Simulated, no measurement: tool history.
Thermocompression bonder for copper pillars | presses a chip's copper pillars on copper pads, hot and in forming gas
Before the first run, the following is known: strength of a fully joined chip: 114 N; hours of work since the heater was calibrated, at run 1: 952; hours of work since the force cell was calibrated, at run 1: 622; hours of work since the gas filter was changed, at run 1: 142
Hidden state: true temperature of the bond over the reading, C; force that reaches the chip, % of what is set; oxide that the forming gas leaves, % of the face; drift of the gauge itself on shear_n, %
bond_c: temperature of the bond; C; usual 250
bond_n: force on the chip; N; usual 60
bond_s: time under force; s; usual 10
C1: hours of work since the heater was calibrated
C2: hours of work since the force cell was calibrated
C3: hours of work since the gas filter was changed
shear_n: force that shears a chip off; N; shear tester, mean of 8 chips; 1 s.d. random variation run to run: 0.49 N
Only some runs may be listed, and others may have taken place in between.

Run 1, hour 0.0: usual settings; C1 952; C2 622; C3 142. Result: shear_n 76.0 N.
Run 2, hour 38.1: usual settings; C1 970; C2 640; C3 160. Result: shear_n 76.1 N.
Run 3, hour 65.8: usual settings but bond_s 19 s; C1 983; C2 653; C3 173. Result: shear_n 88.1 N.
Run 4, hour 87.0: usual settings but bond_c 232 C; C1 993; C2 663; C3 183. Result: shear_n 65.1 N.
Run 5, hour 129.7: usual settings but bond_c 232 C; C1 1013; C2 683; C3 203. Result: shear_n 64.7 N.
Run 6, hour 168.2: usual settings but bond_c 232 C; C1 1032; C2 701; C3 221. Result: shear_n 65.2 N.
Run 7, hour 209.1: usual settings but bond_c 232 C; C1 1051; C2 721; C3 240. Result: shear_n 64.7 N.
Run 8, hour 232.6: usual settings but bond_n 51 N; C1 1062; C2 732; C3 251. Result: shear_n 64.4 N.
At hour 258.0: forming gas filter changed.
Run 9, hour 264.6: usual settings but bond_n 51 N; C1 1077; C2 747; C3 3. Result: shear_n 67.0 N.
Run 10, hour 293.6: usual settings but bond_s 15 s; C1 1090; C2 760; C3 17. Result: shear_n 85.1 N.
Run 11, hour 321.3: usual settings but bond_s 15 s; C1 1103; C2 773; C3 30. Result: shear_n 85.3 N.
Run 12, hour 343.3: usual settings but bond_s 20 s; C1 1114; C2 784; C3 40. Result: shear_n 89.7 N.
Run 13, hour 369.5: usual settings but bond_s 20 s; C1 1126; C2 796; C3 53. Result: shear_n 89.8 N.
Run 14, hour 403.6: usual settings; C1 1142; C2 812; C3 69. Result: shear_n 76.6 N.
Run 15, hour 429.0: usual settings; C1 1154; C2 824; C3 81. Result: shear_n 76.5 N.
Run 16, hour 466.1: usual settings; C1 1172; C2 841; C3 98. Result: shear_n 75.8 N.
Run 17, hour 497.0: usual settings but bond_s 19 s; C1 1186; C2 856; C3 113. Result: shear_n 88.7 N.
Run 18, hour 540.4: usual settings but bond_s 19 s; C1 1207; C2 877; C3 133. Result: shear_n 87.5 N.
Run 19, hour 559.6: usual settings but bond_s 19 s; C1 1216; C2 886; C3 142. Result: shear_n 87.8 N.
Run 20, hour 585.1: usual settings but bond_c 232 C; C1 1228; C2 898; C3 154. Result: shear_n 64.8 N.
Run 21, hour 609.3: usual settings but bond_c 278 C; C1 1239; C2 909; C3 166. Result: shear_n 87.3 N.
Run 22, hour 649.7: usual settings but bond_c 278 C; C1 1258; C2 928; C3 185. Result: shear_n 87.8 N.
At hour 653.1: force cell calibrated.
Run 23, hour 678.7: usual settings but bond_c 271 C, bond_n 87 N, bond_s 16 s; C1 1271; C2 12; C3 198. Result: shear_n 103.7 N.
Run 24, hour 710.6: usual settings but bond_c 271 C, bond_n 55 N, bond_s 12 s; C1 1286; C2 27; C3 213. Result: shear_n 82.5 N.
Run 25, hour 732.5: usual settings but bond_c 271 C, bond_n 55 N, bond_s 12 s; C1 1297; C2 37; C3 223. Result: shear_n 80.7 N.
Run 26, hour 752.2: usual settings but bond_c 258 C, bond_n 84 N, bond_s 7 s; C1 1306; C2 47; C3 232. Result: shear_n 89.6 N.
Run 27, hour 793.4: usual settings but bond_c 262 C, bond_n 70 N; C1 1325; C2 66; C3 252. Result: shear_n 86.9 N.
At hour 818.1: forming gas filter changed.
Run 28, hour 829.4: usual settings but bond_n 38 N, bond_s 21 s; C1 1342; C2 83; C3 5. Result: shear_n 63.0 N.
Run 29, hour 864.3: usual settings but bond_c 277 C, bond_n 61 N, bond_s 6 s; C1 1358; C2 99; C3 22. Result: shear_n 80.2 N.
At hour 902.3: force cell calibrated, once more.
Run 30, hour 912.4: usual settings but bond_c 263 C, bond_s 16 s; C1 1380; C2 5; C3 44. Result: shear_n 92.6 N.
Run 31, hour 940.0: usual settings but bond_c 239 C, bond_n 61 N, bond_s 27 s; C1 1393; C2 18; C3 57. Result: shear_n 91.7 N.
Run 32, hour 971.6: usual settings but bond_c 239 C, bond_n 61 N, bond_s 27 s; C1 1408; C2 33; C3 72. Result: shear_n 92.0 N.
Run 33, hour 1007.7: usual settings but bond_c 267 C, bond_n 78 N, bond_s 27 s; C1 1425; C2 50; C3 89. Result: shear_n 108.5 N.

Hidden condition of the tool, last listed run before each entry between runs versus first listed run after:
Between runs 8 and 9: forming gas filter changed (hour 258.0)
  true temperature of the bond over the reading, C: -2.9 -> -3; oxide that the forming gas leaves, % of the face: 4.6 -> 0.65
  measured minus no-state result, shear_n: -5.8 -> -3.1 N
Between runs 22 and 23: force cell calibrated (hour 653.1)
  true temperature of the bond over the reading, C: -3.5 -> -3.6; force that reaches the chip, % of what is set: 97.4 -> 96.5; oxide that the forming gas leaves, % of the face: 3.93 -> 4.15
  measured minus no-state result, shear_n: -6.0 -> -5.2 N
Between runs 27 and 28: forming gas filter changed (hour 818.1)
  true temperature of the bond over the reading, C: -3.7 -> -3.8; force that reaches the chip, % of what is set: 96.4 -> 96.3; oxide that the forming gas leaves, % of the face: 5.15 -> 0.6
  measured minus no-state result, shear_n: -7.9 -> -4.4 N
Between runs 29 and 30: force cell calibrated, once more (hour 902.3)
  true temperature of the bond over the reading, C: -3.8 -> -3.9; force that reaches the chip, % of what is set: 96.3 -> 99.9; oxide that the forming gas leaves, % of the face: 0.88 -> 1.27
  measured minus no-state result, shear_n: -4.5 -> -2.4 N
